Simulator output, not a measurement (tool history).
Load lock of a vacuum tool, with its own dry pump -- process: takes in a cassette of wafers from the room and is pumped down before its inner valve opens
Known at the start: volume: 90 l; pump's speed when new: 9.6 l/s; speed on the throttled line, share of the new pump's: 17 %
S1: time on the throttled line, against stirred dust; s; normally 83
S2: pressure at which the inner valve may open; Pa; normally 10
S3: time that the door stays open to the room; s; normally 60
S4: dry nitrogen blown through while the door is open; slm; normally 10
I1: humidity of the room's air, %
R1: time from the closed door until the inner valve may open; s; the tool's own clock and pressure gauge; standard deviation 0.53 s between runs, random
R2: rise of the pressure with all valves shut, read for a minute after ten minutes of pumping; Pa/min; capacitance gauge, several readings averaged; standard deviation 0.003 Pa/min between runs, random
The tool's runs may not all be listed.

Run 1, hour 0.0: usual settings; I1 45.2. Result: R1 163.9 s, R2 0.062 Pa/min.
Run 2, hour 345.8: usual settings; I1 46.2. Result: R1 165.2 s, R2 0.072 Pa/min.
Run 3, hour 879.8: usual settings; I1 46.7. Result: R1 164.6 s, R2 0.072 Pa/min.
Run 4, hour 1266.9: usual settings; I1 44.3. Result: R1 165.5 s, R2 0.072 Pa/min.
Run 5, hour 1806.4: usual settings; I1 43.9. Result: R1 165.3 s, R2 0.076 Pa/min.
Run 6, hour 2238.5: usual settings; I1 43.8. Result: R1 165.8 s, R2 0.072 Pa/min.
Run 7, hour 2643.1: usual settings; I1 41.3. Result: R1 166.4 s, R2 0.078 Pa/min.
Run 8, hour 2975.3: usual settings; I1 46.9. Result: R1 166.6 s, R2 0.086 Pa/min.
Run 9, hour 3484.0: usual settings; I1 47.7. Result: R1 167.0 s, R2 0.090 Pa/min.
Run 10, hour 4030.2: usual settings; I1 45.8. Result: R1 168.2 s, R2 0.085 Pa/min.
Run 11, hour 4569.9: usual settings; I1 42.1. Result: R1 168.0 s, R2 0.088 Pa/min.
Run 12, hour 4946.0: usual settings but S4 6 slm; I1 45.7. Result: R1 167.4 s, R2 0.105 Pa/min.
Run 13, hour 5290.2: usual settings but S4 6 slm; I1 45.7. Result: R1 168.6 s, R2 0.103 Pa/min.
Run 14, hour 5733.6: usual settings but S4 6 slm; I1 42.4. Result: R1 169.0 s, R2 0.100 Pa/min.
Run 15, hour 6011.9: usual settings but S4 6 slm; I1 47.9. Result: R1 169.1 s, R2 0.111 Pa/min.
Run 16, hour 6511.8: usual settings but S1 48 s, S2 17 Pa, S4 12 slm; I1 46.3. Result: R1 134.4 s, R2 0.108 Pa/min.
Run 17, hour 6969.3: usual settings but S1 48 s, S2 17 Pa, S4 12 slm; I1 45.4. Result: R1 134.4 s, R2 0.113 Pa/min.
Run 18, hour 7493.5: usual settings but S1 48 s, S2 17 Pa, S4 12 slm; I1 44.4. Result: R1 136.8 s, R2 0.106 Pa/min.
Run 19, hour 7894.4: usual settings but S1 136 s, S3 40 s; I1 46.7. Result: R1 213.3 s, R2 0.104 Pa/min.
Run 20, hour 8222.1: usual settings but S1 66 s, S3 40 s; I1 46.5. Result: R1 156.5 s, R2 0.115 Pa/min.
Run 21, hour 8593.7: usual settings but S1 66 s, S2 9 Pa, S3 40 s, S4 27 slm; I1 45.0. Result: R1 157.5 s, R2 0.105 Pa/min.
Run 22, hour 8884.9: usual settings but S1 45 s, S2 17 Pa, S3 71 s; I1 45.4. Result: R1 134.0 s, R2 0.137 Pa/min.
Run 23, hour 9420.7: usual settings but S1 103 s, S2 12 Pa; I1 41.9. Result: R1 183.7 s, R2 0.136 Pa/min.
Run 24, hour 9790.4: usual settings but S2 16 Pa, S4 7 slm; I1 44.4. Result: R1 165.8 s, R2 0.146 Pa/min.
Run 25, hour 10336.1: usual settings but S3 215 s; I1 46.2. Result: R1 172.5 s, R2 0.195 Pa/min.
Run 26, hour 10909.1: usual settings but S3 215 s; I1 45.4. Result: R1 171.4 s, R2 0.202 Pa/min.
At hour 11178.4: dry pump taken out, an overhauled one fitted.
Run 27, hour 11494.5: usual settings but S3 215 s; I1 42.3. Result: R1 154.8 s, R2 0.202 Pa/min.
Run 28, hour 12096.9: usual settings but S3 215 s; I1 44.2. Result: R1 155.6 s, R2 0.211 Pa/min.

4 ways to go on from here, each from the tool as it stands after run 28. What would each give?
Run A, hour 12370.3: usual settings but S2 11 Pa, S4 24 slm; I1 47.6. Result: R1 ?, R2 ?.
Run B, hour 12370.3: usual settings but S3 161 s, S4 33 slm; I1 42.9. Result: R1 ?, R2 ?.
Run C, hour 12370.3: usual settings but S1 67 s, S3 215 s, S4 9 slm; I1 42.6. Result: R1 ?, R2 ?.
Run D, hour 12370.3: usual settings but S1 118 s, S3 79 s, S4 34 slm; I1 44.1. Result: R1 ?, R2 ?.

run     R1     R2
  A  155.6  0.159
  B  156.3  0.171
  C  142.7  0.214
  D  185.0  0.153
The same runs, with their run-to-run variation unchanged, on a tool lacking any hidden condition would have given:
run     R1     R2
  A  155.9  0.030
  B  156.6  0.043
  C  143.1  0.086
  D  185.3  0.024
